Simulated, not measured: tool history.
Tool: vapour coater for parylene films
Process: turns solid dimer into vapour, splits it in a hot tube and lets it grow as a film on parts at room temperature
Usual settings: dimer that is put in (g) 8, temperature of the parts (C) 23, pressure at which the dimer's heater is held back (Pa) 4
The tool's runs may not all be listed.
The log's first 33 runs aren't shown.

run,hour,dimer that is put in (g),temperature of the parts (C),pressure at which the dimer's heater is held back (Pa),thickness of the film (µm)
34,1146.4,4,30,2.26,2.58
35,1180.9,4,22,2.26,3.32
36,1213.4,5,20,4,3.86
37,1254.8,5,20,4,3.86
38,1286,8,23,2.2,6.57
39,1321.5,8,23,2.2,6.57
40,1362.2,5,23,6.89,3.14
41,1387.7,7,18,2.69,6.28
42,1425.5,8,26,2.24,5.84
43,1461.2,8,26,2.24,5.92
44,1482.5,10,25,4,6.66
45,1525.2,7,30,5.49,3.74
46,1548,7,30,5.49,3.69

Forecast each of these 4 alternatives for the next run:
A,1572.7,9,16,4.37,?
B,1572.7,7,30,5.49,?
C,1572.7,7,25,10.32,?
D,1572.7,6,30,7.39,?

run,thickness of the film (µm)
A,7.75
B,3.72
C,3.74
D,2.97
Without the tool's hidden state the same runs would have given:
run,thickness of the film (µm)
A,7.8
B,3.74
C,3.77
D,3

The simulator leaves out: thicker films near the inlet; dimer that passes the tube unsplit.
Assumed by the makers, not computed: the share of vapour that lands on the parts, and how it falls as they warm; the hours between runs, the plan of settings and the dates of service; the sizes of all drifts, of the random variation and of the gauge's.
